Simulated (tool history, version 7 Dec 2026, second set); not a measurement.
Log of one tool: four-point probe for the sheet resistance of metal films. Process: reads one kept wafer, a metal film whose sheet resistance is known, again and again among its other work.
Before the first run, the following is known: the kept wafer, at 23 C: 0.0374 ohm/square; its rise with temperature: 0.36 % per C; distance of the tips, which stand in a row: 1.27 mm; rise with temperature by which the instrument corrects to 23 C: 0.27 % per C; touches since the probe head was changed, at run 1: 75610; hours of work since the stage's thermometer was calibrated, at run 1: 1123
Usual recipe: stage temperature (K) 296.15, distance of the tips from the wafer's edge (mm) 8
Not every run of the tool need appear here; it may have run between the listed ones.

run,day,stage temperature (K),distance of the tips from the wafer's edge (mm),touches since the probe head was changed,hours of work since the stage's thermometer was calibrated,sheet resistance as the instrument gives it (ohm/square)
1,0,296.15,8,75610,1123,0.03791
2,2.388,296.15,8,76651,1157,0.0379
3,7.325,296.15,8,78804,1227,0.037906
4,10.933,296.15,8,80379,1279,0.037893
5,15.85,292.15,8,82521,1349,0.037756
6,20.279,292.15,8,84453,1412,0.037762
7,24.212,292.15,8,86168,1468,0.03776
8,27.279,292.15,8,87506,1512,0.037733
9,32.192,292.15,8,89647,1582,0.037727
10,35.667,292.15,8,91163,1631,0.037735
11,39.854,296.15,8,92990,1691,0.037852
12,42.425,296.15,8,94110,1727,0.03786
13,44.967,295.15,11,95218,1764,0.03758
14,48,297.15,4,96541,1807,0.039315
15,50.808,292.15,11,97766,1847,0.037488
16,55.133,292.15,11,99652,1908,0.037479
17,58.542,292.15,11,101138,1957,0.037479
18,63.479,292.15,11,103291,2027,0.03747
19,65.942,292.15,11,104364,2062,0.037477
20,71.121,292.15,11,106623,2136,0.037469
21,75.988,296.15,61,108745,2205,0.037334
22,80.35,296.15,17,110647,2267,0.037425
23,82.458,296.15,17,111567,2297,0.037435
24,84.696,303.15,32,112542,2329,0.037569

Measured less the same run without the tool's hidden state. The same run-to-run variation is in both; the gauge's scatter may not be:
Hidden state present: inner tips' distance over the nominal, %; tips' flats over new ones', %; wafer's true temperature over the reading, C; drift of the gauge itself on sheet_ohm, %.
run,sheet resistance as the instrument gives it (ohm/square)
1,+0.000003
2,+0
3,-0.000005
4,-0.000009
5,-0.000014
6,-0.000019
7,-0.000022
8,-0.000026
9,-0.000032
10,-0.000035
11,-0.000039
12,-0.000042
13,-0.000044
14,-0.000049
15,-0.00005
16,-0.000055
17,-0.000058
18,-0.000064
19,-0.000066
20,-0.000072
21,-0.000076
22,-0.000081
23,-0.000082
24,-0.000084
